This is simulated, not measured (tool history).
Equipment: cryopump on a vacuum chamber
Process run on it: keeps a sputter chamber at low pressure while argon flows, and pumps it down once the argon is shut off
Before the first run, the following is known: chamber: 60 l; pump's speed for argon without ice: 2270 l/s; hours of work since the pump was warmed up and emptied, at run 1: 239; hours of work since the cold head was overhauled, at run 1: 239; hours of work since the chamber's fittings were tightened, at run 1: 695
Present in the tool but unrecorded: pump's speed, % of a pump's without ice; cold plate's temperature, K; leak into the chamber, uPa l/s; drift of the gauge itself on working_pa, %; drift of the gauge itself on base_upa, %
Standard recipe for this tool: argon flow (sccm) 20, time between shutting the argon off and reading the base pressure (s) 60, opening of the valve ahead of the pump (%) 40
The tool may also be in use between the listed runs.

run,hour,argon flow (sccm),time between shutting the argon off and reading the base pressure (s),opening of the valve ahead of the pump (%),hours of work since the pump was warmed up and emptied,hours of work since the cold head was overhauled,hours of work since the chamber's fittings were tightened,pressure while argon flows (Pa),pressure after the wait (uPa)
1,0,20,60,40,239,239,695,0.0373,0.93
2,16.7,20,64,40,246,246,703,0.0392,0.85
3,32.8,20,64,40,253,253,710,0.039,0.86
4,42.2,20,64,40,258,258,714,0.0383,0.86
5,56.8,20,60,40,264,264,721,0.0386,0.85
6,72.7,20,60,40,272,272,728,0.0384,0.89
7,83.6,20,60,40,277,277,733,0.0386,0.86
8,95.1,20,60,40,282,282,738,0.0382,0.93
9,107.5,20,60,40,287,287,744,0.0385,0.86
10,123.9,20,60,40,295,295,752,0.0393,0.82
11,140,20,60,40,302,302,759,0.0378,0.87
12,147.7,20,60,40,306,306,762,0.0396,0.89
13,160,23,60,40,311,311,768,0.0443,0.89
14,169.2,20,251,27,315,315,772,0.0556,0.44
15,186.5,17,164,36,323,323,780,0.0357,0.52
16,201.1,16,60,49,330,330,787,0.0265,0.9
17,215.5,16,60,49,337,337,793,0.0257,0.88
18,223.8,12,140,49,340,340,797,0.0188,0.58
19,235.3,15,22,20,346,346,802,0.0581,1.87
20,246,15,22,20,350,350,807,0.0566,1.91
21,255.6,15,22,20,355,355,811,0.0575,1.96
22,263.9,15,22,20,359,359,815,0.0578,1.87
23,273.3,15,22,20,363,363,819,0.0565,1.93
24,289.7,10,45,40,370,370,827,0.0195,1.07
25,297.6,39,74,41,374,374,831,0.0742,0.77
26,307.5,22,74,41,378,378,835,0.042,0.79

Hidden state or all else? Some run-to-run changes of pressure while argon flows (Pa), split into what the settings, what came in and random variation would give without the hidden state, and what is left for the hidden state (with any gauge scatter that isn't in both results):
Run 18 -> 19: argon flow (sccm) 12 -> 15, time between shutting the argon off and reading the base pressure (s) 140 -> 22, opening of the valve ahead of the pump (%) 49 -> 20. pressure while argon flows (Pa) +0.0393: hidden state +0.0002, all else +0.0391.
Run 24 -> 25: argon flow (sccm) 10 -> 39, time between shutting the argon off and reading the base pressure (s) 45 -> 74, opening of the valve ahead of the pump (%) 40 -> 41. pressure while argon flows (Pa) +0.0547: hidden state +0.0023, all else +0.0524.
Run 25 -> 26: argon flow (sccm) 39 -> 22. pressure while argon flows (Pa) -0.0322: hidden state -0.0013, all else -0.0309.
